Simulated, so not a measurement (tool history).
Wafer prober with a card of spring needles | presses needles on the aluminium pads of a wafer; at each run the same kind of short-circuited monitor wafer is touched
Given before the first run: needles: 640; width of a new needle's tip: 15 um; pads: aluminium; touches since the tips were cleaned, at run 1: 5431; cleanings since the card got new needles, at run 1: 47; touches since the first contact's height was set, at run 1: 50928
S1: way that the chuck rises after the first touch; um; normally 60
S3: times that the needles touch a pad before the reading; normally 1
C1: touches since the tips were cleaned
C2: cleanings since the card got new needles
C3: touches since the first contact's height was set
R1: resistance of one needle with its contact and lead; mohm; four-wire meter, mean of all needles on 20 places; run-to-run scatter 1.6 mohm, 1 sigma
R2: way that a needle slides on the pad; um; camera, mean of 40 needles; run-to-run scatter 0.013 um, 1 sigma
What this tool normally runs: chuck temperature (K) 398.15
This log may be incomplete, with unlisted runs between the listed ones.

Run 1, hour 0.0: usual settings; C1 5431; C2 47; C3 50928. Result: R1 152 mohm, R2 8.27 um.
At hour 13.2: tips cleaned on abrasive film.
At hour 56.0: tips cleaned on abrasive film.
At hour 93.3: tips cleaned on abrasive film.
Run 2, hour 96.4: usual settings but chuck temperature (K) 366.15; C1 718; C2 50; C3 73326. Result: R1 149 mohm, R2 8.26 um.
At hour 135.7: tips cleaned on abrasive film.
At hour 173.6: tips cleaned on abrasive film.
Run 3, hour 190.4: usual settings but chuck temperature (K) 366.15; C1 3909; C2 52; C3 95202. Result: R1 144 mohm, R2 8.28 um.
At hour 209.4: tips cleaned on abrasive film.
At hour 249.0: tips cleaned on abrasive film.
Run 4, hour 273.1: usual settings but S1 58 um; C1 5628; C2 54; C3 114449. Result: R1 153 mohm, R2 7.97 um.
At hour 286.5: tips cleaned on abrasive film.
At hour 326.3: tips cleaned on abrasive film.
Run 5, hour 333.4: usual settings; C1 1649; C2 56; C3 128456. Result: R1 149 mohm, R2 8.27 um.
At hour 364.1: tips cleaned on abrasive film.
At hour 382.2: height of the first contact set anew.
At hour 402.7: tips cleaned on abrasive film.
Run 6, hour 423.7: usual settings; C1 4904; C2 58; C3 9670. Result: R1 148 mohm, R2 8.28 um.
At hour 439.7: tips cleaned on abrasive film.
At hour 476.7: tips cleaned on abrasive film.
Run 7, hour 485.2: usual settings; C1 1995; C2 60; C3 23962. Result: R1 150 mohm, R2 8.26 um.
At hour 516.7: tips cleaned on abrasive film.
At hour 558.3: tips cleaned on abrasive film.
Run 8, hour 573.2: usual settings; C1 3482; C2 62; C3 44429. Result: R1 153 mohm, R2 8.26 um.
At hour 598.7: tips cleaned on abrasive film.
At hour 637.2: tips cleaned on abrasive film.
Run 9, hour 641.0: usual settings; C1 889; C2 64; C3 60196. Result: R1 153 mohm, R2 8.28 um.
At hour 675.5: tips cleaned on abrasive film.
Run 10, hour 691.4: usual settings but S1 61 um, chuck temperature (K) 311.15, S3 3; C1 3706; C2 65; C3 71931. Result: R1 137 mohm, R2 8.42 um.
At hour 711.4: tips cleaned on abrasive film.
At hour 751.2: tips cleaned on abrasive film.
Run 11, hour 786.4: usual settings but S1 61 um, chuck temperature (K) 311.15, S3 3; C1 8200; C2 67; C3 94034. Result: R1 136 mohm, R2 8.40 um.
At hour 791.8: tips cleaned on abrasive film.
At hour 830.7: tips cleaned on abrasive film.
At hour 870.7: tips cleaned on abrasive film.
Run 12, hour 875.7: usual settings but S1 57 um, chuck temperature (K) 377.15; C1 1157; C2 70; C3 114785. Result: R1 148 mohm, R2 7.84 um.
At hour 908.4: tips cleaned on abrasive film.
Run 13, hour 941.4: usual settings but S1 73 um, chuck temperature (K) 326.15, S3 2; C1 7679; C2 71; C3 130077. Result: R1 134 mohm, R2 10.06 um.
At hour 948.1: tips cleaned on abrasive film.
At hour 980.3: height of the first contact set anew.
At hour 985.0: tips cleaned on abrasive film.
Run 14, hour 1007.2: usual settings but chuck temperature (K) 370.15; C1 5178; C2 73; C3 6248. Result: R1 145 mohm, R2 8.27 um.
At hour 1023.6: tips cleaned on abrasive film.
Run 15, hour 1052.2: usual settings but S1 51 um, chuck temperature (K) 388.15; C1 6669; C2 74; C3 16706. Result: R1 152 mohm, R2 7.04 um.
At hour 1059.2: tips cleaned on abrasive film.
At hour 1102.7: tips cleaned on abrasive film.
Run 16, hour 1114.7: usual settings but S1 79 um, chuck temperature (K) 298.15, S3 3; C1 2804; C2 76; C3 31245. Result: R1 131 mohm, R2 10.88 um.
At hour 1142.0: tips cleaned on abrasive film.
At hour 1183.2: tips cleaned on abrasive film.
Run 17, hour 1201.9: usual settings but S1 59 um, chuck temperature (K) 320.15, S3 2; C1 4355; C2 78; C3 51518. Result: R1 139 mohm, R2 8.13 um.

Hidden condition of the tool, last listed run before each entry between runs versus first listed run after:
Logged between run 1 and run 2: tips cleaned on abrasive film (hour 13.2); tips cleaned on abrasive film (hour 56.0); tips cleaned on abrasive film (hour 93.3)
  debris on the tips, nm: 0.8 -> 0.3; way that the needles fall short of the set height, um: 0 -> 0.01
Logged between run 2 and run 3: tips cleaned on abrasive film (hour 135.7); tips cleaned on abrasive film (hour 173.6)
  debris on the tips, nm: 0.3 -> 0.7; tips' diameter, um: 15.01 -> 15.02
Logged between run 3 and run 4: tips cleaned on abrasive film (hour 209.4); tips cleaned on abrasive film (hour 249.0)
  debris on the tips, nm: 0.7 -> 0.8
Logged between run 4 and run 5: tips cleaned on abrasive film (hour 286.5); tips cleaned on abrasive film (hour 326.3)
  debris on the tips, nm: 0.8 -> 0.5
Logged between run 5 and run 6: tips cleaned on abrasive film (hour 364.1); height of the first contact set anew (hour 382.2); tips cleaned on abrasive film (hour 402.7)
  debris on the tips, nm: 0.5 -> 0.8; way that the needles fall short of the set height, um: 0.01 -> 0
Logged between run 6 and run 7: tips cleaned on abrasive film (hour 439.7); tips cleaned on abrasive film (hour 476.7)
  debris on the tips, nm: 0.8 -> 0.5
Logged between run 7 and run 8: tips cleaned on abrasive film (hour 516.7); tips cleaned on abrasive film (hour 558.3)
  debris on the tips, nm: 0.5 -> 0.7
Logged between run 8 and run 9: tips cleaned on abrasive film (hour 598.7); tips cleaned on abrasive film (hour 637.2)
  debris on the tips, nm: 0.7 -> 0.3; way that the needles fall short of the set height, um: 0 -> 0.01
Logged between run 9 and run 10: tips cleaned on abrasive film (hour 675.5)
  debris on the tips, nm: 0.3 -> 0.6
Logged between run 10 and run 11: tips cleaned on abrasive film (hour 711.4); tips cleaned on abrasive film (hour 751.2)
  debris on the tips, nm: 0.6 -> 0.9
Logged between run 11 and run 12: tips cleaned on abrasive film (hour 791.8); tips cleaned on abrasive film (hour 830.7); tips cleaned on abrasive film (hour 870.7)
  debris on the tips, nm: 0.9 -> 0.4
Logged between run 12 and run 13: tips cleaned on abrasive film (hour 908.4)
  debris on the tips, nm: 0.4 -> 0.9
Logged between run 13 and run 14: tips cleaned on abrasive film (hour 948.1); height of the first contact set anew (hour 980.3); tips cleaned on abrasive film (hour 985.0)
  debris on the tips, nm: 0.9 -> 0.8; way that the needles fall short of the set height, um: 0.01 -> 0
Logged between run 14 and run 15: tips cleaned on abrasive film (hour 1023.6)
  both runs share identical hidden conditions
Logged between run 15 and run 16: tips cleaned on abrasive film (hour 1059.2); tips cleaned on abrasive film (hour 1102.7)
  debris on the tips, nm: 0.8 -> 0.6
Logged between run 16 and run 17: tips cleaned on abrasive film (hour 1142.0); tips cleaned on abrasive film (hour 1183.2)
  debris on the tips, nm: 0.6 -> 0.8
